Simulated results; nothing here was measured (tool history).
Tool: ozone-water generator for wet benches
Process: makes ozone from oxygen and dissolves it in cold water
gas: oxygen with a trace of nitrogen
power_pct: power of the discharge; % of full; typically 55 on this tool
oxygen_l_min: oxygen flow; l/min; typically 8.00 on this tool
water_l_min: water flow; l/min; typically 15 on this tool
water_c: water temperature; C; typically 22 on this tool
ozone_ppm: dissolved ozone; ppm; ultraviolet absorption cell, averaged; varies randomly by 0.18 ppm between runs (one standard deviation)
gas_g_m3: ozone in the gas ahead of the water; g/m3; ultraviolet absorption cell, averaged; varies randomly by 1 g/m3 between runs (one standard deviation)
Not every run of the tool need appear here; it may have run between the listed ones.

run,hour,power_pct,oxygen_l_min,water_l_min,water_c,ozone_ppm,gas_g_m3
1,0.0,55,8.00,15,22,23.9,181.4
2,31.8,55,8.00,15,22,24.1,182.1
3,56.9,55,8.00,15,22,24.2,183.7
4,90.1,55,8.00,14,22,25.4,180.3
5,130.3,55,8.00,14,22,25.5,181.8
6,156.6,55,8.00,14,22,25.5,181.4
7,187.0,55,8.00,15,22,24.3,179.6
8,230.8,55,8.00,15,22,24.4,181.8
9,288.3,46,8.00,15,22,21.8,161.7
10,315.4,46,8.00,15,22,21.4,161.7
11,355.1,55,8.00,24,22,16.2,181.6
12,398.7,55,8.00,24,16,17.9,181.7
13,426.3,55,8.00,15,23,23.8,181.1
14,476.2,55,8.00,15,23,23.4,179.6
15,506.6,55,8.00,15,23,23.7,180.7
16,545.2,55,8.00,15,23,23.4,181.8
17,573.2,64,8.00,15,23,26.0,200.1
18,605.7,55,8.00,15,28,21.3,180.2
19,636.2,55,12.45,15,28,17.7,136.0
20,680.0,73,6.62,12,18,38.0,243.3
21,719.6,55,8.00,18,15,23.9,180.5
22,761.1,55,8.00,18,15,23.7,178.0
# hour 765.5: water thermometer calibrated
23,821.0,71,11.67,17,22,22.6,164.0
24,875.7,71,4.02,17,22,28.7,325.2
25,901.1,71,4.02,17,22,29.3,327.2
26,927.4,55,11.77,15,17,23.6,140.0
# hour 949.6: water thermometer calibrated, once more
27,979.2,80,7.25,16,28,26.0,238.4
28,1014.4,80,7.25,16,28,25.8,238.2
29,1065.5,76,11.03,15,22,26.0,176.6
30,1108.0,76,11.03,15,22,26.2,177.8
31,1169.1,55,5.45,23,16,19.4,229.8
32,1203.6,55,11.67,16,24,19.0,139.9
33,1249.5,55,11.67,16,24,18.8,140.8
34,1278.5,86,5.75,16,24,31.0,290.4

Each row is a separate what-if for the run after 34, all from the same tool condition, not one after another. Results?
A,1317.8,41,9.54,16,26,?,?
B,1317.8,56,8.00,15,22,?,?
C,1317.8,55,8.24,15,19,?,?

run,ozone_ppm,gas_g_m3
A,16.5,133.7
B,23.8,181.4
C,25.1,175.9
Without the tool's unlogged condition, the same runs would have read:
run,ozone_ppm,gas_g_m3
A,17.4,136.5
B,25.2,186.4
C,26.6,180.7
